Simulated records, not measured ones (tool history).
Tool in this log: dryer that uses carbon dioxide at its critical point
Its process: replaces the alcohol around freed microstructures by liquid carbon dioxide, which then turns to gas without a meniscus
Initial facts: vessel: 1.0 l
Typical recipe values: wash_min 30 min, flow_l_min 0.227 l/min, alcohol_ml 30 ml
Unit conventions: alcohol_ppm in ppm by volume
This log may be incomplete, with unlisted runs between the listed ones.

run	hour	wash_min	flow_l_min	alcohol_ml	alcohol_ppm
1	0	30	0.227	30	445
2	14.7	30	0.227	30	422
3	23.8	30	0.227	30	449
4	42.1	30	0.227	30	459
5	57.6	30	0.227	30	467
6	71	30	0.227	30	488
7	90.1	30	0.227	30	484
# hour 111.9: inlet filter changed
8	112.9	30	0.227	42	367
9	127.7	30	0.178	42	929
10	145.5	30	0.178	42	959
11	163.3	30	0.178	42	975
12	173.8	30	0.227	90	808
13	189.4	30	0.227	90	822
14	206	30	0.172	64	1698
15	215.9	19	0.159	70	8298
16	230.9	30	0.159	30	1056
17	243	42	0.159	23	232
18	252.3	42	0.159	23	238
19	261.7	42	0.159	23	236
20	273.6	32	0.176	78	1614
21	286.1	32	0.176	78	1613
22	296.3	39	0.227	30	97
23	308	30	0.305	30	95

Selected run-to-run steps in alcohol_ppm, each split into two signed amounts: the part the tool would show with no hidden state at all (from settings, incoming material and random variation), and the remainder, which goes to the hidden state together with any gauge scatter not common to the measured and the hidden-state-free results:
Hidden state present: flow that reaches the vessel past the clogged filter, %; alcohol in the recycled carbon dioxide, ppm; drift of the gauge itself on alcohol_ppm, %.
Run 14 -> 15: wash_min 30 -> 19, flow_l_min 0.172 -> 0.159, alcohol_ml 64 -> 70. alcohol_ppm +6600 ppm by volume: hidden state +296, all else +6304.
Run 15 -> 16: wash_min 19 -> 30, alcohol_ml 70 -> 30. alcohol_ppm -7242 ppm by volume: hidden state -336, all else -6906.
